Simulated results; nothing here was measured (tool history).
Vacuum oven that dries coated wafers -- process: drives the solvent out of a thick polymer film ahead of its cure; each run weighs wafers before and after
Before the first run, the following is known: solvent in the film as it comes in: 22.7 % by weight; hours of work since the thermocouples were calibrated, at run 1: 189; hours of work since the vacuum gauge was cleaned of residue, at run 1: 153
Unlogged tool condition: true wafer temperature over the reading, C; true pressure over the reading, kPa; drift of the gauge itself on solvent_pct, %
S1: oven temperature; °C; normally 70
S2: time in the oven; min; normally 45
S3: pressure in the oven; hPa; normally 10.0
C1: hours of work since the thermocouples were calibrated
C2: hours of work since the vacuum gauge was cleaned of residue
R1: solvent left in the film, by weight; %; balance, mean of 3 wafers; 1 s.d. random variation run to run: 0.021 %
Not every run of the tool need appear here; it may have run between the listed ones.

run,hour,S1,S2,S3,C1,C2,R1
1,0.0,70,45,10.0,189,153,0.96
2,20.8,70,45,10.0,203,166,0.94
3,32.9,70,45,11.2,210,174,0.96
4,48.9,70,65,11.2,221,184,0.47
5,68.4,75,45,10.0,233,197,0.35
6,81.6,75,45,10.0,242,205,0.34
7,97.0,75,45,17.2,252,215,0.53
8,109.3,75,45,17.2,260,223,0.54
# hour 112.0: vacuum gauge cleaned of residue and calibrated
9,124.7,67,66,18.8,269,8,1.01
10,137.9,76,26,7.9,277,17,0.94
11,156.6,72,26,7.9,289,29,2.01
# hour 171.6: vacuum gauge cleaned of residue and calibrated, once more
12,171.6,70,77,10.0,298,0,0.34
13,181.3,70,77,10.0,304,6,0.33
14,192.2,70,54,6.2,311,13,0.45

Consider 3 possible next runs. They are alternatives, not a sequence: every one starts from the tool as it was left by run 14. What does each give?
A,204.3,70,60,6.2,319,21,?
B,204.3,70,31,15.8,319,21,?
C,204.3,56,45,10.0,319,21,?

run,R1
A,0.36
B,2.15
C,6.93
Stripped of hidden state, with their random variation kept, the same runs would have yielded:
run,R1
A,0.42
B,2.42
C,7.39
